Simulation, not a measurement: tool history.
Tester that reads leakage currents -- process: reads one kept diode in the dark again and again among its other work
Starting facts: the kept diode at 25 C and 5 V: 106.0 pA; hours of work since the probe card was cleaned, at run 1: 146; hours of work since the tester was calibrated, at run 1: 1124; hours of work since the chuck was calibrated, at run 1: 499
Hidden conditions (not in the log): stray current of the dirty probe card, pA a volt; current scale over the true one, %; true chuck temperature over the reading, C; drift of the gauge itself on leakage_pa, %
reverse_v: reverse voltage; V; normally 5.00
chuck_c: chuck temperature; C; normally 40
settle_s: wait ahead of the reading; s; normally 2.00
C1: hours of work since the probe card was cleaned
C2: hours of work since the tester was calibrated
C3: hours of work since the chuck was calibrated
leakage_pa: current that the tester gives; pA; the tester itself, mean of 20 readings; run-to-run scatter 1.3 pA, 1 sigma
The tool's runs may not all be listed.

{"run": 1, "hour": 0.0, "reverse_v": 5.0, "chuck_c": 40, "settle_s": 2.0, "C1": 146, "C2": 1124, "C3": 499, "leakage_pa": 473.17}
{"run": 2, "hour": 86.8, "reverse_v": 5.0, "chuck_c": 40, "settle_s": 2.0, "C1": 209, "C2": 1187, "C3": 562, "leakage_pa": 477.05}
{"run": 3, "hour": 142.6, "reverse_v": 5.0, "chuck_c": 40, "settle_s": 2.0, "C1": 249, "C2": 1227, "C3": 602, "leakage_pa": 481.09}
{"run": 4, "hour": 216.5, "reverse_v": 5.0, "chuck_c": 40, "settle_s": 2.0, "C1": 303, "C2": 1280, "C3": 656, "leakage_pa": 485.6}
{"run": 5, "hour": 286.1, "reverse_v": 5.0, "chuck_c": 40, "settle_s": 2.0, "C1": 353, "C2": 1330, "C3": 706, "leakage_pa": 494.02}
{"run": 6, "hour": 341.5, "reverse_v": 5.0, "chuck_c": 40, "settle_s": 2.0, "C1": 393, "C2": 1371, "C3": 746, "leakage_pa": 498.04}
{"hour": 369.0, "done": "chuck's temperature calibrated"}
{"run": 7, "hour": 400.5, "reverse_v": 5.0, "chuck_c": 40, "settle_s": 2.0, "C1": 434, "C2": 1412, "C3": 23, "leakage_pa": 416.53}
{"run": 8, "hour": 473.1, "reverse_v": 5.0, "chuck_c": 40, "settle_s": 2.0, "C1": 486, "C2": 1464, "C3": 75, "leakage_pa": 420.51}
{"run": 9, "hour": 543.8, "reverse_v": 5.0, "chuck_c": 40, "settle_s": 2.0, "C1": 537, "C2": 1515, "C3": 126, "leakage_pa": 428.82}
{"run": 10, "hour": 586.7, "reverse_v": 5.0, "chuck_c": 31, "settle_s": 2.0, "C1": 568, "C2": 1546, "C3": 157, "leakage_pa": 190.96}
{"run": 11, "hour": 630.7, "reverse_v": 5.0, "chuck_c": 44, "settle_s": 2.0, "C1": 600, "C2": 1578, "C3": 189, "leakage_pa": 609.78}
{"run": 12, "hour": 674.6, "reverse_v": 5.0, "chuck_c": 44, "settle_s": 2.0, "C1": 632, "C2": 1610, "C3": 221, "leakage_pa": 611.74}
{"run": 13, "hour": 715.2, "reverse_v": 5.0, "chuck_c": 44, "settle_s": 2.0, "C1": 661, "C2": 1639, "C3": 250, "leakage_pa": 615.99}
{"run": 14, "hour": 768.1, "reverse_v": 5.0, "chuck_c": 44, "settle_s": 2.0, "C1": 699, "C2": 1677, "C3": 288, "leakage_pa": 622.02}
{"run": 15, "hour": 836.3, "reverse_v": 5.0, "chuck_c": 44, "settle_s": 2.0, "C1": 749, "C2": 1726, "C3": 337, "leakage_pa": 628.6}
{"run": 16, "hour": 877.1, "reverse_v": 3.85, "chuck_c": 44, "settle_s": 2.0, "C1": 778, "C2": 1756, "C3": 367, "leakage_pa": 568.58}
{"run": 17, "hour": 940.5, "reverse_v": 3.85, "chuck_c": 22, "settle_s": 2.0, "C1": 824, "C2": 1802, "C3": 413, "leakage_pa": 78.67}
{"hour": 949.2, "done": "probe card cleaned and baked"}
{"run": 18, "hour": 998.0, "reverse_v": 5.0, "chuck_c": 40, "settle_s": 9.23, "C1": 35, "C2": 1841, "C3": 452, "leakage_pa": 456.64}
{"run": 19, "hour": 1046.9, "reverse_v": 5.0, "chuck_c": 40, "settle_s": 9.23, "C1": 71, "C2": 1876, "C3": 487, "leakage_pa": 460.94}
{"run": 20, "hour": 1121.2, "reverse_v": 18.59, "chuck_c": 48, "settle_s": 1.75, "C1": 124, "C2": 1930, "C3": 541, "leakage_pa": 1550.37}
{"run": 21, "hour": 1177.2, "reverse_v": 18.59, "chuck_c": 48, "settle_s": 1.75, "C1": 165, "C2": 1970, "C3": 582, "leakage_pa": 1570.92}
{"run": 22, "hour": 1258.6, "reverse_v": 2.26, "chuck_c": 43, "settle_s": 2.17, "C1": 224, "C2": 2029, "C3": 640, "leakage_pa": 449.83}
{"hour": 1291.5, "done": "probe card cleaned and baked, once more"}
{"run": 23, "hour": 1301.5, "reverse_v": 4.51, "chuck_c": 40, "settle_s": 8.4, "C1": 7, "C2": 2058, "C3": 669, "leakage_pa": 458.68}
{"run": 24, "hour": 1384.9, "reverse_v": 6.57, "chuck_c": 56, "settle_s": 0.34, "C1": 67, "C2": 2118, "C3": 729, "leakage_pa": 2023.48}
{"hour": 1433.3, "done": "chuck's temperature calibrated"}
{"run": 25, "hour": 1468.5, "reverse_v": 6.57, "chuck_c": 56, "settle_s": 0.34, "C1": 126, "C2": 2177, "C3": 25, "leakage_pa": 1771.99}
{"run": 26, "hour": 1553.7, "reverse_v": 5.0, "chuck_c": 47, "settle_s": 1.19, "C1": 188, "C2": 2239, "C3": 87, "leakage_pa": 771.12}
{"run": 27, "hour": 1615.4, "reverse_v": 5.0, "chuck_c": 57, "settle_s": 1.19, "C1": 232, "C2": 2283, "C3": 132, "leakage_pa": 1748.2}
{"run": 28, "hour": 1694.3, "reverse_v": 5.0, "chuck_c": 57, "settle_s": 1.49, "C1": 289, "C2": 2340, "C3": 188, "leakage_pa": 1765.61}
{"run": 29, "hour": 1756.8, "reverse_v": 5.0, "chuck_c": 57, "settle_s": 1.49, "C1": 335, "C2": 2385, "C3": 234, "leakage_pa": 1779.74}
{"run": 30, "hour": 1820.3, "reverse_v": 4.43, "chuck_c": 40, "settle_s": 2.0, "C1": 380, "C2": 2431, "C3": 280, "leakage_pa": 422.38}
{"hour": 1858.2, "done": "tester calibrated"}
{"run": 31, "hour": 1865.9, "reverse_v": 6.56, "chuck_c": 31, "settle_s": 0.42, "C1": 412, "C2": 6, "C3": 311, "leakage_pa": 230.48}
{"run": 32, "hour": 1925.0, "reverse_v": 2.94, "chuck_c": 45, "settle_s": 5.5, "C1": 455, "C2": 48, "C3": 354, "leakage_pa": 567.76}
{"run": 33, "hour": 2005.1, "reverse_v": 9.37, "chuck_c": 23, "settle_s": 8.84, "C1": 513, "C2": 106, "C3": 412, "leakage_pa": 126.04}
{"run": 34, "hour": 2080.2, "reverse_v": 9.37, "chuck_c": 25, "settle_s": 8.84, "C1": 567, "C2": 160, "C3": 466, "leakage_pa": 153.72}
{"run": 35, "hour": 2144.2, "reverse_v": 6.07, "chuck_c": 22, "settle_s": 1.86, "C1": 613, "C2": 207, "C3": 512, "leakage_pa": 98.84}
{"run": 36, "hour": 2230.5, "reverse_v": 2.8, "chuck_c": 28, "settle_s": 4.43, "C1": 675, "C2": 269, "C3": 574, "leakage_pa": 129.71}
{"run": 37, "hour": 2291.6, "reverse_v": 2.78, "chuck_c": 28, "settle_s": 0.49, "C1": 719, "C2": 313, "C3": 618, "leakage_pa": 130.95}

4 ways to go on from here, each from the tool as it stands after run 37. What would each give?
{"run": "A", "hour": 2332.5, "reverse_v": 19.03, "chuck_c": 32, "settle_s": 0.32, "C1": 749, "C2": 343, "C3": 648, "leakage_pa": "?"}
{"run": "B", "hour": 2332.5, "reverse_v": 12.49, "chuck_c": 38, "settle_s": 2.0, "C1": 749, "C2": 343, "C3": 648, "leakage_pa": "?"}
{"run": "C", "hour": 2332.5, "reverse_v": 5.0, "chuck_c": 40, "settle_s": 0.93, "C1": 749, "C2": 343, "C3": 648, "leakage_pa": "?"}
{"run": "D", "hour": 2332.5, "reverse_v": 1.27, "chuck_c": 28, "settle_s": 0.49, "C1": 749, "C2": 343, "C3": 648, "leakage_pa": "?"}

run=A leakage_pa=426.46
run=B leakage_pa=588.78
run=C leakage_pa=488.78
run=D leakage_pa=95.73
With no hidden state in the tool, these same runs would have given:
run=A leakage_pa=368.50
run=B leakage_pa=511.67
run=C leakage_pa=426.91
run=D leakage_pa=82.70

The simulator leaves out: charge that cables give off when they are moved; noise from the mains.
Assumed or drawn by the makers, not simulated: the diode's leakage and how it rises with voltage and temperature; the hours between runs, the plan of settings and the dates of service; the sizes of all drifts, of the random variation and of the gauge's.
